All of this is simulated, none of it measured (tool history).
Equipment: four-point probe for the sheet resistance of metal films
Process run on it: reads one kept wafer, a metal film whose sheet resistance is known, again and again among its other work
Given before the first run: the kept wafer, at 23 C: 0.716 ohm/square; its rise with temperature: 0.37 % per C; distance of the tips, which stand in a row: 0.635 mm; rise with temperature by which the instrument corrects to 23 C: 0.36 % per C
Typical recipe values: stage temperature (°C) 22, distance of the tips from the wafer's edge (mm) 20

run	hour	stage temperature (°C)	distance of the tips from the wafer's edge (mm)	sheet resistance as the instrument gives it (ohm/square)
1	0	22	20	0.714161
2	11.8	22	20	0.714519
3	26	22	20	0.714583
4	45.6	22	20	0.714555
5	57.1	22	20	0.714616
6	70.7	22	20	0.714276
7	78.9	34	20	0.715974
8	95	34	20	0.716062
9	112.2	34	20	0.715825
10	132.1	34	20	0.715767
11	149.7	34	10	0.71693
# hour 151.2: stage's thermometer calibrated
12	169.8	22	33	0.714363
13	182.9	22	33	0.714226
14	201.6	34	8	0.717875
# hour 218.3: stage's thermometer calibrated, once more
15	218.3	26	31	0.715196
16	237.3	26	31	0.715151
17	254.9	22	19	0.714998
18	271.2	33	21	0.716085
19	280.6	24	52	0.714558
20	289	21	20	0.714946
21	304.2	21	20	0.71468
22	319.8	25	24	0.715193
23	333	25	24	0.715225
24	347.5	24	19	0.715103

3 ways to go on from here, each from the tool as it stands after run 24. What would each give?
A	358.4	23	8	?
B	358.4	26	14	?
C	358.4	20	7	?

run	sheet resistance as the instrument gives it (ohm/square)
A	0.717032
B	0.715784
C	0.717558
Without the tool's unlogged condition, the same runs would have read:
run	sheet resistance as the instrument gives it (ohm/square)
A	0.718461
B	0.71721
C	0.71899
